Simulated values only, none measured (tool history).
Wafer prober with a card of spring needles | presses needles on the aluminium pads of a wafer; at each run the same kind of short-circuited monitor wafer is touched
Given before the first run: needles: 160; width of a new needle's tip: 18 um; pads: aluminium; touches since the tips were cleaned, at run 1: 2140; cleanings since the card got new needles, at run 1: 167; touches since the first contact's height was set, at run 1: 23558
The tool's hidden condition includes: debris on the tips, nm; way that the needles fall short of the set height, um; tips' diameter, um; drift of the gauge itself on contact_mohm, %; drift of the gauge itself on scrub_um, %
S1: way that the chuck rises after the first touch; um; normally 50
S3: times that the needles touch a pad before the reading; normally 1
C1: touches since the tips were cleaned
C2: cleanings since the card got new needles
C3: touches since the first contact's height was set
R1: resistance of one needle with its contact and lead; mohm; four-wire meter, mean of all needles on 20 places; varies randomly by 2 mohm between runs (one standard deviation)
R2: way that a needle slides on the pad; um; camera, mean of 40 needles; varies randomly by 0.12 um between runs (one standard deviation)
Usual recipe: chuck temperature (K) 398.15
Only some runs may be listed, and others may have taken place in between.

run 1 hour=0.0 | S1=50 chuck_temperature_(K)=398.15 S3=1 | C1=2140 C2=167 C3=23558 | R1=464 R2=12.63
-- hour=2.3 tips cleaned on abrasive film
-- hour=11.5 tips cleaned on abrasive film
-- hour=22.9 tips cleaned on abrasive film
-- hour=32.1 tips cleaned on abrasive film
-- hour=41.2 tips cleaned on abrasive film
-- hour=50.4 tips cleaned on abrasive film
run 2 hour=55.4 | S1=50 chuck_temperature_(K)=398.15 S3=3 | C1=1534 C2=173 C3=40288 | R1=321 R2=12.36
-- hour=60.0 tips cleaned on abrasive film
-- hour=71.4 tips cleaned on abrasive film
-- hour=80.6 tips cleaned on abrasive film
-- hour=92.0 tips cleaned on abrasive film
run 3 hour=95.2 | S1=45 chuck_temperature_(K)=398.15 S3=3 | C1=995 C2=177 C3=52334 | R1=317 R2=11.01
-- hour=102.1 tips cleaned on abrasive film
-- hour=111.3 tips cleaned on abrasive film
-- hour=120.4 tips cleaned on abrasive film
-- hour=122.8 tips cleaned on abrasive film, once more
run 4 hour=131.0 | S1=45 chuck_temperature_(K)=398.15 S3=3 | C1=2523 C2=181 C3=63147 | R1=376 R2=10.99
-- hour=133.4 tips cleaned on abrasive film
-- hour=142.6 tips cleaned on abrasive film
-- hour=154.0 tips cleaned on abrasive film
-- hour=163.1 tips cleaned on abrasive film
-- hour=174.5 tips cleaned on abrasive film
-- hour=183.7 tips cleaned on abrasive film
-- hour=195.1 tips cleaned on abrasive film
-- hour=207.1 card fitted with new needles
-- hour=218.5 tips cleaned on abrasive film
run 5 hour=225.8 | S1=45 chuck_temperature_(K)=398.15 S3=3 | C1=2215 C2=1 C3=5669 | R1=280 R2=11.39
-- hour=228.1 tips cleaned on abrasive film
-- hour=239.6 tips cleaned on abrasive film
-- hour=251.0 tips cleaned on abrasive film
-- hour=260.1 tips cleaned on abrasive film
run 6 hour=268.4 | S1=45 chuck_temperature_(K)=398.15 S3=3 | C1=2537 C2=5 C3=18571 | R1=285 R2=11.40
-- hour=270.8 tips cleaned on abrasive film
-- hour=279.9 tips cleaned on abrasive film
-- hour=291.4 tips cleaned on abrasive film
-- hour=300.5 tips cleaned on abrasive film
-- hour=309.7 tips cleaned on abrasive film
-- hour=321.1 tips cleaned on abrasive film
run 7 hour=325.9 | S1=45 chuck_temperature_(K)=398.15 S3=3 | C1=1483 C2=11 C3=35945 | R1=271 R2=11.36
-- hour=330.5 tips cleaned on abrasive film
-- hour=339.7 tips cleaned on abrasive film
-- hour=348.9 tips cleaned on abrasive film
-- hour=360.3 tips cleaned on abrasive film
run 8 hour=363.6 | S1=50 chuck_temperature_(K)=351.15 S3=1 | C1=1009 C2=15 C3=47319 | R1=306 R2=12.61
-- hour=370.5 tips cleaned on abrasive film
-- hour=381.9 tips cleaned on abrasive film
-- hour=393.3 tips cleaned on abrasive film
-- hour=404.7 tips cleaned on abrasive film
-- hour=416.1 tips cleaned on abrasive film
-- hour=427.5 tips cleaned on abrasive film
run 9 hour=436.4 | S1=50 chuck_temperature_(K)=301.15 S3=1 | C1=2707 C2=21 C3=69372 | R1=435 R2=12.48
-- hour=438.8 tips cleaned on abrasive film
-- hour=450.2 tips cleaned on abrasive film
-- hour=461.6 tips cleaned on abrasive film
-- hour=473.0 tips cleaned on abrasive film
run 10 hour=479.4 | S1=31 chuck_temperature_(K)=328.15 S3=1 | C1=1963 C2=25 C3=82391 | R1=665 R2=7.22
-- hour=484.0 tips cleaned on abrasive film
-- hour=495.5 tips cleaned on abrasive film
-- hour=506.9 tips cleaned on abrasive film
-- hour=516.0 tips cleaned on abrasive film
-- hour=525.2 tips cleaned on abrasive film
-- hour=536.6 tips cleaned on abrasive film
-- hour=548.0 tips cleaned on abrasive film
-- hour=559.4 tips cleaned on abrasive film
run 11 hour=559.5 | S1=50 chuck_temperature_(K)=319.15 S3=1 | C1=28 C2=33 C3=106600 | R1=221 R2=11.98
-- hour=568.6 tips cleaned on abrasive film
-- hour=577.8 tips cleaned on abrasive film
-- hour=589.2 tips cleaned on abrasive film
-- hour=600.6 tips cleaned on abrasive film
run 12 hour=608.9 | S1=50 chuck_temperature_(K)=319.15 S3=1 | C1=2529 C2=37 C3=121557 | R1=434 R2=11.73
-- hour=611.2 tips cleaned on abrasive film
-- hour=622.7 tips cleaned on abrasive film
-- hour=631.8 tips cleaned on abrasive film
-- hour=641.0 tips cleaned on abrasive film
-- hour=652.4 tips cleaned on abrasive film
-- hour=661.5 tips cleaned on abrasive film
-- hour=670.7 tips cleaned on abrasive film
run 13 hour=675.0 | S1=50 chuck_temperature_(K)=319.15 S3=1 | C1=1324 C2=44 C3=141535 | R1=359 R2=11.63
-- hour=681.9 tips cleaned on abrasive film
-- hour=691.0 tips cleaned on abrasive film
-- hour=700.2 tips cleaned on abrasive film
-- hour=711.6 tips cleaned on abrasive film
-- hour=723.0 tips cleaned on abrasive film
-- hour=732.2 tips cleaned on abrasive film
-- hour=743.6 tips cleaned on abrasive film
run 14 hour=750.5 | S1=48 chuck_temperature_(K)=303.15 S3=2 | C1=2124 C2=51 C3=164387 | R1=344 R2=11.04
-- hour=752.9 tips cleaned on abrasive film
-- hour=764.3 tips cleaned on abrasive film
-- hour=769.2 height of the first contact set anew
-- hour=773.8 tips cleaned on abrasive film
-- hour=785.2 tips cleaned on abrasive film
-- hour=794.4 tips cleaned on abrasive film
-- hour=805.8 tips cleaned on abrasive film
run 15 hour=808.2 | S1=46 chuck_temperature_(K)=325.15 S3=2 | C1=728 C2=57 C3=11782 | R1=267 R2=11.70

The same runs without the tool's hidden state, with the same run-to-run variation:
run=1 R1=212 R2=12.81
run=2 R1=216 R2=12.72
run=3 R1=215 R2=11.47
run=4 R1=217 R2=11.54
run=5 R1=219 R2=11.41
run=6 R1=218 R2=11.51
run=7 R1=215 R2=11.64
run=8 R1=200 R2=12.99
run=9 R1=191 R2=13.02
run=10 R1=211 R2=7.84
run=11 R1=195 R2=12.80
run=12 R1=192 R2=12.66
run=13 R1=195 R2=12.75
run=14 R1=194 R2=12.32
run=15 R1=198 R2=11.82

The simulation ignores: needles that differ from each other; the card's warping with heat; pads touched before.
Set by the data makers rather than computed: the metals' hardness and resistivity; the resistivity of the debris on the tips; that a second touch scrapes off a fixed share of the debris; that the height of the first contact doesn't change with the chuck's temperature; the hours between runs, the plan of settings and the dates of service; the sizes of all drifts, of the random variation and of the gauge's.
